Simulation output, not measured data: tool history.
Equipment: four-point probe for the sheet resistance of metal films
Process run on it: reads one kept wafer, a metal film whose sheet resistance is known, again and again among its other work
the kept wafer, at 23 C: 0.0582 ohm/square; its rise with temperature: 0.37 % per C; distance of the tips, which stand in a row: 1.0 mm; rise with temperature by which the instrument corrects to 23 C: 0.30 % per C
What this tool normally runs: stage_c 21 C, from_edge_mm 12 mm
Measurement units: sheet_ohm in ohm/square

| run | hour | stage_c | from_edge_mm | sheet_ohm |
|---|---|---|---|---|
| 1 | 0 | 21 | 12 | 0.058425 |
| 2 | 19.2 | 21 | 12 | 0.058434 |
| 3 | 44.3 | 21 | 12 | 0.05843 |
| 4 | 57.1 | 21 | 12 | 0.058432 |
| 5 | 72.8 | 21 | 12 | 0.05844 |
| 6 | 88.3 | 23 | 12 | 0.05853 |
| 7 | 105.4 | 21 | 6 | 0.059076 |
| 8 | 129.2 | 21 | 6 | 0.059098 |
| 9 | 150.5 | 29 | 12 | 0.05871 |
| 10 | 164.4 | 29 | 12 | 0.058739 |
| 11 | 189.5 | 29 | 12 | 0.058727 |
| 12 | 205.4 | 29 | 12 | 0.058736 |
| 13 | 233.4 | 21 | 12 | 0.058421 |
| 14 | 246.9 | 21 | 12 | 0.058437 |
| 15 | 260.7 | 21 | 12 | 0.058437 |
| 16 | 276.9 | 21 | 12 | 0.058462 |
| 17 | 301.2 | 23 | 12 | 0.058512 |
| 18 | 326.4 | 23 | 12 | 0.058532 |
| 19 | 344.2 | 23 | 14 | 0.058461 |
| 20 | 363.6 | 23 | 14 | 0.05847 |
| 21 | 375.8 | 23 | 14 | 0.058467 |
| 22 | 394.8 | 23 | 14 | 0.058469 |
| 23 | 417.8 | 30 | 24 | 0.05861 |
| 24 | 433.4 | 34 | 8 | 0.059202 |
| 25 | 455.4 | 22 | 11 | 0.058513 |
| 26 | 473 | 22 | 11 | 0.058516 |
| 27 | 497.3 | 20 | 20 | 0.058268 |
| 28 | 520.4 | 26 | 6 | 0.059288 |
| 29 | 535.4 | 21 | 8 | 0.058734 |
| 30 | 553.8 | 21 | 8 | 0.058721 |
| 31 | 570.6 | 21 | 8 | 0.05874 |
| 32 | 595.9 | 22 | 17 | 0.058385 |
| 33 | 611.6 | 22 | 17 | 0.058383 |
| 34 | 632.6 | 22 | 17 | 0.058402 |
| 35 | 654.1 | 24 | 8 | 0.058846 |
| 36 | 682.1 | 24 | 8 | 0.058835 |
| 37 | 709.9 | 24 | 8 | 0.058855 |
| 38 | 727.3 | 22 | 27 | 0.05832 |
| 39 | 743 | 21 | 10 | 0.058566 |
| 40 | 761.2 | 21 | 11 | 0.058488 |
| 41 | 776.2 | 21 | 13 | 0.058412 |
| 42 | 800 | 21 | 12 | 0.058478 |
| 43 | 827.8 | 21 | 21 | 0.058322 |
| 44 | 843.7 | 23 | 10 | 0.058627 |

Forecast each of these 3 alternatives for the next run:
| A | 862 | 31 | 20 | ? |
| B | 862 | 23 | 7 | ? |
| C | 862 | 31 | 20 | ? |

| run | sheet_ohm |
|---|---|
| A | 0.058705 |
| B | 0.058982 |
| C | 0.058692 |
With the hidden condition removed and each run's random variation left untouched, the same runs would have given:
| run | sheet_ohm |
|---|---|
| A | 0.058579 |
| B | 0.058858 |
| C | 0.058566 |
